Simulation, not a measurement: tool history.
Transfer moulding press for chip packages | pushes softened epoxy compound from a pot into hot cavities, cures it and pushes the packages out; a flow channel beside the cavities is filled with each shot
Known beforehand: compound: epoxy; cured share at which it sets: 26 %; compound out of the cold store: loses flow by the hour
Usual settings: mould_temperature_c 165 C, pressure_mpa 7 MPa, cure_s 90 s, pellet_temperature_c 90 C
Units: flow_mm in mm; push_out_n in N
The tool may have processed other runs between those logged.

| run | hour | mould_temperature_c | pressure_mpa | cure_s | pellet_temperature_c | incoming compound's hours out of the cold store | flow_mm | push_out_n |
|---|---|---|---|---|---|---|---|---|
| 1 | 0 | 165 | 7 | 90 | 90 | 18.4 | 641 | 395 |
| 2 | 13.9 | 165 | 7 | 90 | 90 | 24.1 | 607 | 390 |
|  | 16.8 | cavities cleaned with cleaning compound and waxed |
| 3 | 29.2 | 165 | 7 | 90 | 90 | 47 | 521 | 290 |
| 4 | 36.2 | 165 | 7 | 90 | 90 | 44.1 | 536 | 305 |
| 5 | 42.1 | 165 | 7 | 90 | 90 | 28.6 | 590 | 327 |
|  | 47.7 | plunger's sealing rings changed |
| 6 | 53.4 | 165 | 7 | 90 | 82 | 32.1 | 600 | 355 |
| 7 | 63.2 | 165 | 7 | 90 | 82 | 12.5 | 683 | 367 |
| 8 | 76.7 | 165 | 5.84 | 90 | 90 | 33.8 | 538 | 390 |
| 9 | 86.7 | 165 | 5.84 | 90 | 90 | 14 | 614 | 409 |
|  | 89 | cavities cleaned with cleaning compound and waxed |
| 10 | 94.9 | 165 | 5.84 | 90 | 90 | 30.1 | 551 | 265 |
| 11 | 101.6 | 165 | 7 | 90 | 90 | 35.8 | 581 | 285 |
| 12 | 107.9 | 165 | 7 | 98 | 90 | 12.4 | 679 | 277 |
| 13 | 121.3 | 165 | 7 | 90 | 90 | 35.6 | 581 | 337 |
| 14 | 134.5 | 165 | 7 | 90 | 90 | 19.5 | 649 | 376 |
| 15 | 143 | 165 | 7 | 90 | 90 | 18.5 | 648 | 378 |
| 16 | 155.8 | 166 | 5.96 | 90 | 86 | 23.8 | 570 | 384 |
|  | 158.6 | cavities cleaned with cleaning compound and waxed |
| 17 | 167.3 | 165 | 7.49 | 90 | 90 | 40.6 | 576 | 269 |
| 18 | 179.6 | 161 | 6.97 | 117 | 90 | 16.4 | 668 | 301 |
| 19 | 186.1 | 161 | 7.73 | 117 | 93 | 42.4 | 589 | 299 |
| 20 | 197.2 | 162 | 5.78 | 119 | 98 | 28.1 | 553 | 323 |
| 21 | 205 | 165 | 6.21 | 90 | 81 | 38.6 | 535 | 374 |
| 22 | 212.8 | 165 | 6.21 | 90 | 81 | 10.6 | 644 | 402 |
| 23 | 219.9 | 171 | 6.78 | 109 | 94 | 13.5 | 637 | 378 |
|  | 228 | cavities cleaned with cleaning compound and waxed |
| 24 | 235.2 | 162 | 6.75 | 101 | 90 | 47.8 | 529 | 261 |
| 25 | 241.7 | 170 | 7 | 90 | 90 | 34.2 | 565 | 271 |
| 26 | 253.4 | 170 | 7 | 90 | 90 | 37.3 | 553 | 296 |
| 27 | 265.2 | 165 | 7 | 90 | 83 | 21.7 | 624 | 347 |
| 28 | 276.3 | 173 | 5.74 | 128 | 88 | 37.2 | 496 | 350 |

4 options for the next run, each taken on its own from the tool as it stands now. Forecast them:
| A | 284.1 | 163 | 7.31 | 102 | 88 | 13.1 | ? | ? |
| B | 284.1 | 173 | 5.74 | 128 | 99 | 42.3 | ? | ? |
| C | 284.1 | 162 | 7 | 87 | 83 | 29.4 | ? | ? |
| D | 284.1 | 165 | 6.97 | 90 | 98 | 35.2 | ? | ? |

| run | flow_mm | push_out_n |
|---|---|---|
| A | 684 | 377 |
| B | 476 | 367 |
| C | 604 | 446 |
| D | 568 | 393 |
With no hidden state in the tool, these same runs would have given:
| run | flow_mm | push_out_n |
|---|---|---|
| A | 707 | 232 |
| B | 493 | 228 |
| C | 625 | 277 |
| D | 587 | 246 |

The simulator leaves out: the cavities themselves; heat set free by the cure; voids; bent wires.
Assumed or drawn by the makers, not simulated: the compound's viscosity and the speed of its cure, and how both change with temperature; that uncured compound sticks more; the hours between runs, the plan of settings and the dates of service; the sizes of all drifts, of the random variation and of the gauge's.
